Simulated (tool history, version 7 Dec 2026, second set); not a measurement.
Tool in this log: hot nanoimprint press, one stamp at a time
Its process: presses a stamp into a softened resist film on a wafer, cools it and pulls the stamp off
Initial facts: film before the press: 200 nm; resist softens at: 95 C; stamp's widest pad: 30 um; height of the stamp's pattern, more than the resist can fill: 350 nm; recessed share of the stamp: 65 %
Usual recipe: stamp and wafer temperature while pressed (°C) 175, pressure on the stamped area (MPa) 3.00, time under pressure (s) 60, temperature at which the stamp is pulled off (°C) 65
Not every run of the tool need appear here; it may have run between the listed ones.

run   hour  stamp and wafer temperature while pressed (°C)  pressure on the stamped area (MPa)  time under pressure (s)  temperature at which the stamp is pulled off (°C)  resist left under the stamp's widest pad (Å)  greatest force while the stamp is pulled off (N)
  1    0.0                                             175                                3.00                       60                                                 65                                          1145                                               168
  2   20.2                                             175                                3.00                       60                                                 65                                          1167                                               167
  3   29.7                                             175                                3.00                       60                                                 65                                          1166                                               165
  4   38.8                                             175                                3.00                       60                                                 65                                          1164                                               163
  5   58.4                                             175                                3.00                       60                                                 65                                          1154                                               169
  6   71.1                                             175                                3.00                       60                                                 65                                          1158                                               163
  7   99.5                                             175                                3.00                      106                                                 65                                           975                                               142
  8  110.2                                             187                                3.00                       60                                                 65                                           734                                               144
  9  124.6                                             187                                3.00                       60                                                 65                                           726                                               148
 10  143.3                                             187                                3.00                       60                                                 65                                           729                                               142
 11  152.8                                             187                                3.00                       60                                                 65                                           726                                               143
 12  166.0                                             187                                3.00                       60                                                 65                                           723                                               147
 13  179.9                                             175                                3.00                       60                                                 50                                          1138                                               174
 14  191.7                                             175                                3.00                       60                                                 50                                          1149                                               166
 15  210.2                                             175                                3.00                       33                                                 50                                          1354                                               174
 16  228.1                                             171                                3.00                       60                                                 51                                          1339                                               167
 17  245.8                                             164                                2.98                       60                                                 51                                          1638                                               175
 18  259.6                                             169                                3.00                       83                                                 60                                          1318                                               152
 19  272.7                                             169                                3.00                       83                                                 60                                          1325                                               155
 20  289.6                                             169                                3.00                       83                                                 60                                          1303                                               159
 21  305.2                                             169                                3.00                      109                                                 60                                          1213                                               164
 22  326.0                                             169                                2.70                      103                                                 60                                          1287                                               162
 23  344.5                                             169                                2.70                      103                                                 60                                          1293                                               165
 24  362.2                                             175                                1.93                       95                                                 65                                          1225                                               154
 25  384.7                                             175                                1.93                       95                                                 65                                          1230                                               152
 26  401.1                                             175                                4.45                       72                                                 65                                           887                                               149
 27  418.5                                             175                                4.45                       72                                                 65                                           890                                               153
 28  429.7                                             185                                4.45                       74                                                 71                                           591                                               145
 29  445.7                                             174                                4.45                       47                                                 71                                          1076                                               141
 30  465.9                                             174                                4.45                       47                                                 71                                          1085                                               140

The log once held 3 entries between its listed runs, left out of this copy. Where does each go, and what is different about the tool's unlogged condition between the listed run before it and the listed run after it?
Logged between run 6 and run 7: stamp cleaned and given a new release coat (hour 85.7)
  true temperature over the reading, C: 0.1 -> 0.13; pressure that arrives at the usual setting, %: 98.47 -> 98.43; grip of the stamp's worn release coat, % over a new coat's: 18.3 -> 0.4
  what was measured, less what the result would be without the hidden state, resist left under the stamp's widest pad (Å): +4 -> +3; greatest force while the stamp is pulled off (N): +25 -> +0
Logged between run 9 and run 10: plate thermocouple calibrated (hour 129.3)
  true temperature over the reading, C: 0.17 -> 0.24; pressure that arrives at the usual setting, %: 98.39 -> 98.36; grip of the stamp's worn release coat, % over a new coat's: 1.1 -> 1.6
  what was measured, less what the result would be without the hidden state, resist left under the stamp's widest pad (Å): +2 -> +0; greatest force while the stamp is pulled off (N): +2 -> +2
Logged between run 15 and run 16: plate thermocouple calibrated, once more (hour 215.1)
  true temperature over the reading, C: 0.33 -> 0.06; pressure that arrives at the usual setting, %: 98.24 -> 98.21; grip of the stamp's worn release coat, % over a new coat's: 3.5 -> 4
  what was measured, less what the result would be without the hidden state, resist left under the stamp's widest pad (Å): -4 -> +7; greatest force while the stamp is pulled off (N): +5 -> +6
